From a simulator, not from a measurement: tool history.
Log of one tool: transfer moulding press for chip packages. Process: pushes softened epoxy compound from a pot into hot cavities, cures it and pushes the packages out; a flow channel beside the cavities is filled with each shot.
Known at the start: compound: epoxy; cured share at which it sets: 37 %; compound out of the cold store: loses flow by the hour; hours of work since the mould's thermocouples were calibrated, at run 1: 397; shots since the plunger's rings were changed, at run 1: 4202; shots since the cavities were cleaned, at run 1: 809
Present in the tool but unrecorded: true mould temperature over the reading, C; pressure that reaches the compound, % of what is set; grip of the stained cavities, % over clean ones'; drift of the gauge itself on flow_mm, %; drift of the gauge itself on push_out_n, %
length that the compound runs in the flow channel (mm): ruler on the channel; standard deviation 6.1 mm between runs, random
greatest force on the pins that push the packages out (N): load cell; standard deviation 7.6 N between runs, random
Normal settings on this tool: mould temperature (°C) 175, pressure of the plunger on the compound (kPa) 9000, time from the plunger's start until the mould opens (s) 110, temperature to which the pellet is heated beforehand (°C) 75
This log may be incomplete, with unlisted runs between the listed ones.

run	hour	mould temperature (°C)	pressure of the plunger on the compound (kPa)	time from the plunger's start until the mould opens (s)	temperature to which the pellet is heated beforehand (°C)	hours of work since the mould's thermocouples were calibrated	shots since the plunger's rings were changed	shots since the cavities were cleaned	incoming compound's hours out of the cold store	length that the compound runs in the flow channel (mm)	greatest force on the pins that push the packages out (N)
1	0.0	175	9000	110	75	397	4202	809	26.6	607	692
# hour 11.8: cavities cleaned with cleaning compound and waxed
2	15.9	175	9000	110	75	405	4348	42	30.7	604	387
3	31.8	175	9000	110	75	414	4509	203	9.0	645	520
4	60.8	175	9000	110	72	430	4801	495	20.2	626	622
5	77.7	175	9000	91	72	439	4971	665	24.0	615	1042
6	93.9	175	9000	149	72	449	5136	830	38.0	579	497
# hour 104.8: cavities cleaned with cleaning compound and waxed
7	109.9	175	9290	110	75	457	5282	51	8.5	660	413
8	130.8	175	9290	110	75	468	5493	262	35.7	579	509
# hour 148.4: plunger's sealing rings changed
9	155.3	175	9290	110	75	481	70	484	46.1	603	603
10	173.3	175	9290	110	75	491	252	666	27.5	643	643
11	191.5	175	9290	110	75	501	436	850	33.2	639	668
# hour 199.4: cavities cleaned with cleaning compound and waxed
12	207.4	175	9290	110	75	509	582	82	25.6	655	407
13	234.7	175	9290	110	75	524	857	357	28.6	644	572
14	261.7	175	9290	110	75	540	1130	630	8.6	691	671
# hour 265.5: mould's thermocouples calibrated
15	287.6	175	9290	110	75	12	1371	871	13.7	678	731
# hour 293.4: cavities cleaned with cleaning compound and waxed
16	301.0	174	8260	110	73	19	1491	76	18.2	632	458
17	317.4	182	7130	116	69	28	1657	242	10.5	603	399
18	340.3	173	7130	116	69	41	1889	474	24.5	571	664
19	359.8	180	10150	110	73	52	2086	671	46.3	608	534
20	371.8	168	8160	133	82	59	2207	792	41.5	570	696
# hour 375.2: mould's thermocouples calibrated, once more
# hour 388.2: cavities cleaned with cleaning compound and waxed
21	394.2	168	8160	133	82	10	2397	60	8.5	660	395
22	407.0	181	7970	96	83	17	2527	190	33.2	557	405
23	429.9	181	7970	96	83	30	2758	421	26.8	573	535
24	453.3	169	6890	110	75	43	2994	657	32.3	539	893
25	465.1	169	6890	110	75	50	3114	777	8.8	587	975
# hour 480.3: cavities cleaned with cleaning compound and waxed
26	484.8	169	6890	110	75	60	3297	45	45.2	510	496
27	510.7	169	6890	110	75	74	3559	307	40.1	511	716
28	530.3	178	9050	143	75	85	3758	506	29.8	589	444

Forecast each of these 4 alternatives for the next run:
A	558.2	181	10820	102	75	101	4039	787	44.2	?	?
B	558.2	170	9050	143	75	101	4039	787	12.5	?	?
C	558.2	178	7030	143	83	101	4039	787	26.0	?	?
D	558.2	170	8010	91	75	101	4039	787	21.9	?	?

run	length that the compound runs in the flow channel (mm)	greatest force on the pins that push the packages out (N)
A	611	562
B	660	546
C	532	460
D	601	1345
Take away the tool's hidden state, keep each run's random variation, and the runs would have read:
run	length that the compound runs in the flow channel (mm)	greatest force on the pins that push the packages out (N)
A	648	287
B	701	272
C	565	231
D	637	674

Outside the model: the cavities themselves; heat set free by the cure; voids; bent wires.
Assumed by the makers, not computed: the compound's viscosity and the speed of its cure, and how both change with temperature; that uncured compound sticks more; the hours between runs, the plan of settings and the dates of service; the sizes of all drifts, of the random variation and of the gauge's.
